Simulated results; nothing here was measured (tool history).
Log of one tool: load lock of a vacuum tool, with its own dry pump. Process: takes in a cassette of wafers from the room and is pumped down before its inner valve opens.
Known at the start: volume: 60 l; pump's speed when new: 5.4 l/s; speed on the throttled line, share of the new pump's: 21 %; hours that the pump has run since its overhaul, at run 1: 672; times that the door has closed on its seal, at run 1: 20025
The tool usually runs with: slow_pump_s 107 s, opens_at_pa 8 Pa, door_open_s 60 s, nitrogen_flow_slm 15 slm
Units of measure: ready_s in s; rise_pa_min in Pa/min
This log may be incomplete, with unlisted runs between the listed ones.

run    hour  slow_pump_s  opens_at_pa  door_open_s  nitrogen_flow_slm  hours that the pump has run since its overhaul  times that the door has closed on its seal  incoming humidity of the room's air, %  ready_s  rise_pa_min
  1     0.0          107            8           60                 15                                             672                                       20025                                    42.7    189.8        0.024
  2   327.7          107            8           60                 15                                            1000                                       20624                                    44.7    191.2        0.028
  3   648.0           80            8           60                 15                                            1320                                       21210                                    45.4    169.8        0.026
  4  1007.4          107            8           60                 15                                            1680                                       21868                                    44.4    189.4        0.025
  5  1216.4          107            8          125                 15                                            1889                                       22250                                    37.9    189.5        0.029
  6  1563.5          107            8          125                 15                                            2236                                       22885                                    43.5    192.6        0.036
  7  1921.7          107            8          125                 15                                            2594                                       23540                                    43.0    189.2        0.033
  8  2140.7          107            8          125                 15                                            2813                                       23941                                    44.0    192.0        0.033
  9  2387.4          107            8          125                 15                                            3060                                       24392                                    47.2    187.9        0.045
 10  2584.1          107            8          125                 15                                            3256                                       24752                                    43.2    191.9        0.038
 11  2923.3          107            8           60                  9                                            3596                                       25373                                    46.1    192.3        0.035
 12  3164.2          107            8           60                  9                                            3837                                       25813                                    45.7    192.2        0.039
 13  3505.5          104            8           60                 15                                            4178                                       26438                                    49.8    187.6        0.029
 14  3746.1          212            8           62                 15                                            4418                                       26878                                    41.6    273.2        0.028
 15  4130.7          212            8           62                 15                                            4803                                       27582                                    43.3    271.5        0.021
 16  4484.5          212            9           62                 15                                            5157                                       28229                                    47.5    271.4        0.027
 17  4641.9          107            7           60                 15                                            5314                                       28517                                    43.1    193.3        0.024
 18  4914.1           59            8          178                 15                                            5586                                       29015                                    42.8    153.1        0.040
 19  5294.0           59            8          178                 15                                            5966                                       29710                                    44.3    152.5        0.042
 20  5493.5           59            8           30                 15                                            6166                                       30075                                    46.3    151.6        0.023
 21  5789.8          153            8           30                 15                                            6462                                       30617                                    42.3    227.4        0.019
 22  6034.6          153           14           30                 15                                            6707                                       31065                                    45.9    221.1        0.025
 23  6218.8          154           13           60                 13                                            6891                                       31402                                    47.4    222.3        0.030
 24  6505.7          103           10           26                  5                                            7178                                       31926                                    46.5    186.1        0.033
 25  6709.0          107            8           46                 31                                            7381                                       32298                                    42.4    189.4        0.018

Alternative continuations, all from the tool just after run 25; predict every row:
  A  6938.1          107            9           47                 31                                            7610                                       32717                                    46.4        ?            ?
  B  6938.1          131            8           60                 15                                            7610                                       32717                                    43.8        ?            ?
  C  6938.1          120            6           46                 31                                            7610                                       32717                                    41.4        ?            ?
  D  6938.1          107            8           43                 15                                            7610                                       32717                                    45.0        ?            ?
  E  6938.1           91           11          235                 31                                            7610                                       32717                                    45.3        ?            ?

run  ready_s  rise_pa_min
  A    189.7        0.015
  B    209.3        0.026
  C    207.3        0.016
  D    190.0        0.032
  E    174.1        0.031
With the hidden condition removed and each run's random variation left untouched, the same runs would have given:
run  ready_s  rise_pa_min
  A    189.7        0.013
  B    209.2        0.024
  C    207.3        0.014
  D    190.0        0.030
  E    174.1        0.029
